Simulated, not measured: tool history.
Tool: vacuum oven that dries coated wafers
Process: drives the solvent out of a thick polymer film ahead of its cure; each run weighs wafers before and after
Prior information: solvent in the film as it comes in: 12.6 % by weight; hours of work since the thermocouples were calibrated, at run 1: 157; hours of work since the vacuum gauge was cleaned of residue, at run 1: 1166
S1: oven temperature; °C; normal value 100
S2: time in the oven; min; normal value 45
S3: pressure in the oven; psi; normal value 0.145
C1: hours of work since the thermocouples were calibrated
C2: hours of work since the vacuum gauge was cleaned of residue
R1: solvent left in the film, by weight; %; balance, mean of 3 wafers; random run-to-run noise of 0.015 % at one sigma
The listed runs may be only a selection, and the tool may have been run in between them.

run 1 day=0.000 | S1=100 S2=45 S3=0.145 | C1=157 C2=1166 | R1=0.84
run 2 day=2.238 | S1=100 S2=45 S3=0.145 | C1=189 C2=1199 | R1=0.85
run 3 day=5.450 | S1=100 S2=45 S3=0.145 | C1=235 C2=1245 | R1=0.87
run 4 day=6.962 | S1=100 S2=45 S3=0.522 | C1=257 C2=1267 | R1=1.67
run 5 day=9.808 | S1=100 S2=45 S3=0.145 | C1=298 C2=1308 | R1=0.88
run 6 day=12.071 | S1=100 S2=45 S3=0.145 | C1=331 C2=1341 | R1=0.91
run 7 day=14.096 | S1=100 S2=45 S3=0.145 | C1=360 C2=1370 | R1=0.90
run 8 day=17.029 | S1=100 S2=45 S3=0.145 | C1=402 C2=1412 | R1=0.92
run 9 day=20.225 | S1=100 S2=50 S3=0.145 | C1=448 C2=1458 | R1=0.78
run 10 day=23.542 | S1=100 S2=45 S3=0.145 | C1=496 C2=1506 | R1=0.94
run 11 day=26.600 | S1=93 S2=50 S3=0.096 | C1=540 C2=1550 | R1=1.50
run 12 day=29.338 | S1=93 S2=50 S3=0.347 | C1=580 C2=1589 | R1=2.15

Run 13 is up next; what results do you expect?
run 13 day=31.679 | S1=108 S2=42 S3=0.377 | C1=613 C2=1623 | R1=?

Run 13 came out at R1 0.87 %.
Were there no unlogged condition in the tool, this run, its random variation unchanged, would have produced R1 0.68 %.
